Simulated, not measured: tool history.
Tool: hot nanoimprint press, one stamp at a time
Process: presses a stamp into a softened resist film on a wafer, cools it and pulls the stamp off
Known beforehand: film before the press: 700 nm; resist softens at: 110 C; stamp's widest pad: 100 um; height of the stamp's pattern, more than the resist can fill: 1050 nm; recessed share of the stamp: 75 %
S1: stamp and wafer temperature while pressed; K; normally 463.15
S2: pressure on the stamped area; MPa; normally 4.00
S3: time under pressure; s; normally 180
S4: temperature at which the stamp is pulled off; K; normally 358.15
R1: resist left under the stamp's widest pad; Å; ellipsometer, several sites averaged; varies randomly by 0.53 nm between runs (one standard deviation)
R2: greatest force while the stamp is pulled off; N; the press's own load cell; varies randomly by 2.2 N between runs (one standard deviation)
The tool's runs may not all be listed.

run 1 hour=0.0 | S1=463.15 S2=4.00 S3=180 S4=358.15 | R1=4203 R2=97
run 2 hour=16.1 | S1=463.15 S2=4.00 S3=180 S4=358.15 | R1=4189 R2=95
run 3 hour=41.5 | S1=463.15 S2=4.00 S3=180 S4=358.15 | R1=4184 R2=96
-- hour=60.7 plate thermocouple calibrated
run 4 hour=62.1 | S1=463.15 S2=4.00 S3=180 S4=358.15 | R1=4188 R2=97
run 5 hour=86.5 | S1=463.15 S2=4.00 S3=180 S4=358.15 | R1=4183 R2=95
run 6 hour=119.1 | S1=463.15 S2=4.00 S3=180 S4=358.15 | R1=4187 R2=97
-- hour=161.8 stamp cleaned and given a new release coat
run 7 hour=161.8 | S1=463.15 S2=4.00 S3=180 S4=358.15 | R1=4180 R2=95
run 8 hour=200.0 | S1=463.15 S2=4.00 S3=180 S4=358.15 | R1=4182 R2=94
run 9 hour=226.5 | S1=456.15 S2=4.00 S3=180 S4=358.15 | R1=5232 R2=96
run 10 hour=248.0 | S1=463.15 S2=4.00 S3=180 S4=351.15 | R1=4170 R2=113
run 11 hour=269.3 | S1=475.15 S2=4.00 S3=117 S4=355.15 | R1=3077 R2=103
run 12 hour=304.8 | S1=475.15 S2=4.00 S3=117 S4=355.15 | R1=3069 R2=107
run 13 hour=340.6 | S1=452.15 S2=4.00 S3=117 S4=362.15 | R1=6085 R2=82
run 14 hour=372.2 | S1=452.15 S2=4.00 S3=117 S4=362.15 | R1=6082 R2=86
run 15 hour=403.5 | S1=468.15 S2=3.98 S3=346 S4=346.15 | R1=2729 R2=127
-- hour=416.1 stamp cleaned and given a new release coat
run 16 hour=428.1 | S1=468.15 S2=3.98 S3=236 S4=346.15 | R1=3141 R2=129
run 17 hour=463.5 | S1=468.15 S2=3.98 S3=236 S4=346.15 | R1=3133 R2=125
-- hour=503.6 plate thermocouple calibrated
run 18 hour=503.6 | S1=468.15 S2=3.98 S3=304 S4=346.15 | R1=2861 R2=131
run 19 hour=532.6 | S1=468.15 S2=3.98 S3=304 S4=346.15 | R1=2859 R2=134
run 20 hour=554.5 | S1=470.15 S2=3.98 S3=211 S4=346.15 | R1=3011 R2=126

Below, each run's measurement less what the same run would have read without the hidden state. Both values contain the same run-to-run variation, but the gauge's scatter may not be the same in both:
Hidden conditions of the tool in this case: true temperature over the reading, C; pressure that arrives at the usual setting, %; grip of the stamp's worn release coat, % over a new coat's; drift of the gauge itself on residual_nm, %; drift of the gauge itself on pull_off_n, %.
run=1 R1=-2
run=2 R1=-3
run=3 R1=-6
run=4 R1=-5
run=5 R1=-8
run=6 R1=-12
run=7 R1=-16
run=8 R1=-21
run=9 R1=-29
run=10 R1=-25
run=11 R1=-21
run=12 R1=-24
run=13 R1=-52
run=14 R1=-57
run=15 R1=-28
run=16 R1=-33
run=17 R1=-36
run=18 R1=-34
run=19 R1=-36
run=20 R1=-40
R2: differs from the measured result by no more than 2 N in any run.

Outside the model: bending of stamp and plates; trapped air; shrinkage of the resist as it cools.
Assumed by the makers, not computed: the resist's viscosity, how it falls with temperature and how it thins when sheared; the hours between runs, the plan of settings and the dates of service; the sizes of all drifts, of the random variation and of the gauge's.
